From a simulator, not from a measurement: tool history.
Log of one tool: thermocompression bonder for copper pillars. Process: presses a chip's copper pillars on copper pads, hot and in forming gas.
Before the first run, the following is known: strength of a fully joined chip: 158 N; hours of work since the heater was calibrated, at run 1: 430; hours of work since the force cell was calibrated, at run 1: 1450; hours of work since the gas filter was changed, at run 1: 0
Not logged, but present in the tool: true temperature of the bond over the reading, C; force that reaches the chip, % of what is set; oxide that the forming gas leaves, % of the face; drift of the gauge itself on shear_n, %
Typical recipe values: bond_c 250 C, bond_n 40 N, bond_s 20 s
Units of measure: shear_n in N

run,hour,bond_c,bond_n,bond_s,hours of work since the heater was calibrated,hours of work since the force cell was calibrated,hours of work since the gas filter was changed,shear_n
1,0,250,40,20,430,1450,0,100.5
2,52.5,250,40,20,463,1483,33,98.3
3,102.3,260,40,20,494,1515,65,109.9
4,146.1,260,40,20,522,1542,92,110
5,172.2,260,40,20,539,1559,109,108.5
6,219.2,250,40,18,568,1588,138,96.1
# hour 228.7: forming gas filter changed
7,275.2,250,40,18,603,1623,29,99.1
# hour 282.3: force cell calibrated
8,323.9,250,40,18,633,26,59,100.7
9,380.3,250,40,18,669,62,95,98.4
10,440.8,250,40,18,707,100,133,97.4
# hour 459.9: forming gas filter changed
11,489.8,250,29,20,737,131,19,91
# hour 528.4: force cell calibrated, once more
12,530.5,250,40,27,762,1,44,110.6
13,591.1,250,49,27,800,40,82,118.6
14,642.2,279,49,27,833,72,114,137.8
15,667.8,279,49,50,849,88,130,143.6
# hour 690.2: forming gas filter changed
16,697.3,279,49,50,867,106,4,150.7
17,724.7,263,53,30,884,124,22,138.9
# hour 770.4: heater calibrated with a thermocouple chip
18,774,263,53,30,2,153,52,127.7
19,804.3,263,32,30,21,173,71,101.7
20,865.4,250,35,13,60,211,109,70
21,916.9,232,32,20,92,244,142,60.8
# hour 922.2: forming gas filter changed
22,957.4,232,37,20,118,269,22,67.1

Hidden state at the last listed run before each entry between runs and at the first one after, where it differs:
Runs 6 to 7: forming gas filter changed (hour 228.7)
  true temperature of the bond over the reading, C: 9.2 -> 9.7; force that reaches the chip, % of what is set: 104.8 -> 104.9; oxide that the forming gas leaves, % of the face: 5.14 -> 1.5
  the result without the hidden state subtracted from the measured one, shear_n: +7.8 -> +11.9 N
Runs 7 to 8: force cell calibrated (hour 282.3)
  true temperature of the bond over the reading, C: 9.7 -> 10.1; force that reaches the chip, % of what is set: 104.9 -> 105.5; oxide that the forming gas leaves, % of the face: 1.5 -> 2.44
  the result without the hidden state subtracted from the measured one, shear_n: +11.9 -> +12 N
Runs 10 to 11: forming gas filter changed (hour 459.9)
  true temperature of the bond over the reading, C: 11.2 -> 11.7; force that reaches the chip, % of what is set: 105.7 -> 105.8; oxide that the forming gas leaves, % of the face: 4.94 -> 1.17
  the result without the hidden state subtracted from the measured one, shear_n: +10.4 -> +14.6 N
Runs 11 to 12: force cell calibrated, once more (hour 528.4)
  true temperature of the bond over the reading, C: 11.7 -> 12; force that reaches the chip, % of what is set: 105.8 -> 100.2; oxide that the forming gas leaves, % of the face: 1.17 -> 1.89
  the result without the hidden state subtracted from the measured one, shear_n: +14.6 -> +11.6 N
Runs 15 to 16: forming gas filter changed (hour 690.2)
  true temperature of the bond over the reading, C: 13.2 -> 13.5; oxide that the forming gas leaves, % of the face: 4.64 -> 0.74
  the result without the hidden state subtracted from the measured one, shear_n: -1.3 -> +4.6 N
Runs 17 to 18: heater calibrated with a thermocouple chip (hour 770.4)
  true temperature of the bond over the reading, C: 13.7 -> -0.2; oxide that the forming gas leaves, % of the face: 1.26 -> 2.2
  the result without the hidden state subtracted from the measured one, shear_n: +9.9 -> -2.1 N
Runs 21 to 22: forming gas filter changed (hour 922.2)
  true temperature of the bond over the reading, C: 1.1 -> 1.5; force that reaches the chip, % of what is set: 100.9 -> 101; oxide that the forming gas leaves, % of the face: 5.24 -> 1.31
  the result without the hidden state subtracted from the measured one, shear_n: -1.6 -> +1.4 N

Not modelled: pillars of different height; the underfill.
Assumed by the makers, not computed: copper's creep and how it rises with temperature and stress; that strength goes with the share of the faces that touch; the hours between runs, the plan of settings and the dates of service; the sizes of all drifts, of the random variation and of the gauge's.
